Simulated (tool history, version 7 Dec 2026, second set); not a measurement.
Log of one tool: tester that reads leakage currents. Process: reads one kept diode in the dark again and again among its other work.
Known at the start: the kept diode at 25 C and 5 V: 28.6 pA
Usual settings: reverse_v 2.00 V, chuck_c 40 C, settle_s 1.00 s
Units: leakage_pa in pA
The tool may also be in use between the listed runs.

run 1 day=0.000 | reverse_v=2.00 chuck_c=40 settle_s=1.00 | leakage_pa=65.04
run 2 day=1.108 | reverse_v=2.00 chuck_c=40 settle_s=1.00 | leakage_pa=65.16
run 3 day=1.983 | reverse_v=2.00 chuck_c=40 settle_s=1.00 | leakage_pa=64.79
run 4 day=3.529 | reverse_v=2.00 chuck_c=40 settle_s=1.00 | leakage_pa=64.86
run 5 day=4.492 | reverse_v=2.00 chuck_c=40 settle_s=1.00 | leakage_pa=65.14
run 6 day=5.275 | reverse_v=2.00 chuck_c=40 settle_s=1.00 | leakage_pa=65.18
run 7 day=6.708 | reverse_v=2.00 chuck_c=40 settle_s=1.00 | leakage_pa=64.93
run 8 day=7.467 | reverse_v=2.00 chuck_c=40 settle_s=1.00 | leakage_pa=65.50
run 9 day=8.921 | reverse_v=2.00 chuck_c=40 settle_s=1.00 | leakage_pa=65.30
run 10 day=10.579 | reverse_v=2.00 chuck_c=40 settle_s=1.06 | leakage_pa=65.32
run 11 day=12.058 | reverse_v=2.00 chuck_c=40 settle_s=1.06 | leakage_pa=65.30
-- day=12.454 chuck's temperature calibrated
run 12 day=12.871 | reverse_v=2.00 chuck_c=40 settle_s=2.02 | leakage_pa=62.65
run 13 day=14.354 | reverse_v=2.00 chuck_c=40 settle_s=2.02 | leakage_pa=62.60
run 14 day=15.804 | reverse_v=2.00 chuck_c=40 settle_s=2.02 | leakage_pa=62.63
run 15 day=17.304 | reverse_v=2.00 chuck_c=40 settle_s=2.02 | leakage_pa=62.92
run 16 day=18.883 | reverse_v=2.00 chuck_c=40 settle_s=2.02 | leakage_pa=62.76
run 17 day=19.754 | reverse_v=2.00 chuck_c=40 settle_s=1.00 | leakage_pa=63.75
run 18 day=20.900 | reverse_v=2.00 chuck_c=40 settle_s=1.00 | leakage_pa=63.59
run 19 day=22.475 | reverse_v=2.00 chuck_c=40 settle_s=1.00 | leakage_pa=63.52
run 20 day=23.700 | reverse_v=2.00 chuck_c=40 settle_s=1.00 | leakage_pa=63.35
run 21 day=25.304 | reverse_v=5.56 chuck_c=40 settle_s=6.26 | leakage_pa=96.15
run 22 day=26.567 | reverse_v=5.56 chuck_c=40 settle_s=6.26 | leakage_pa=95.78
run 23 day=27.525 | reverse_v=2.91 chuck_c=52 settle_s=3.02 | leakage_pa=153.43
run 24 day=28.479 | reverse_v=2.91 chuck_c=52 settle_s=3.02 | leakage_pa=153.02
run 25 day=30.112 | reverse_v=7.01 chuck_c=45 settle_s=3.61 | leakage_pa=144.22
run 26 day=31.525 | reverse_v=19.19 chuck_c=45 settle_s=3.61 | leakage_pa=224.52
run 27 day=32.633 | reverse_v=19.19 chuck_c=45 settle_s=3.61 | leakage_pa=224.76
run 28 day=33.650 | reverse_v=3.63 chuck_c=22 settle_s=1.00 | leakage_pa=28.42
run 29 day=34.838 | reverse_v=1.84 chuck_c=22 settle_s=0.47 | leakage_pa=20.58
run 30 day=36.446 | reverse_v=1.84 chuck_c=22 settle_s=0.47 | leakage_pa=20.60
run 31 day=37.796 | reverse_v=1.84 chuck_c=22 settle_s=0.47 | leakage_pa=20.66
run 32 day=39.100 | reverse_v=17.26 chuck_c=49 settle_s=1.28 | leakage_pa=270.02
run 33 day=40.025 | reverse_v=6.65 chuck_c=43 settle_s=1.00 | leakage_pa=127.16
run 34 day=41.146 | reverse_v=2.00 chuck_c=28 settle_s=1.00 | leakage_pa=30.79
run 35 day=41.942 | reverse_v=8.52 chuck_c=42 settle_s=0.77 | leakage_pa=134.84
run 36 day=42.992 | reverse_v=8.52 chuck_c=42 settle_s=0.77 | leakage_pa=135.80
run 37 day=44.600 | reverse_v=8.52 chuck_c=42 settle_s=0.77 | leakage_pa=135.39
run 38 day=45.746 | reverse_v=2.00 chuck_c=36 settle_s=1.20 | leakage_pa=50.57
run 39 day=47.408 | reverse_v=2.00 chuck_c=59 settle_s=6.84 | leakage_pa=203.22

Forecast each of these 4 alternatives for the next run:
run A day=48.492 | reverse_v=7.05 chuck_c=30 settle_s=6.84 | leakage_pa=?
run B day=48.492 | reverse_v=3.06 chuck_c=40 settle_s=2.68 | leakage_pa=?
run C day=48.492 | reverse_v=8.30 chuck_c=59 settle_s=0.49 | leakage_pa=?
run D day=48.492 | reverse_v=13.42 chuck_c=39 settle_s=3.90 | leakage_pa=?

run=A leakage_pa=63.15
run=B leakage_pa=77.11
run=C leakage_pa=350.89
run=D leakage_pa=141.21
Without the tool's hidden state the same runs would have given:
run=A leakage_pa=46.53
run=B leakage_pa=68.56
run=C leakage_pa=324.40
run=D leakage_pa=109.06

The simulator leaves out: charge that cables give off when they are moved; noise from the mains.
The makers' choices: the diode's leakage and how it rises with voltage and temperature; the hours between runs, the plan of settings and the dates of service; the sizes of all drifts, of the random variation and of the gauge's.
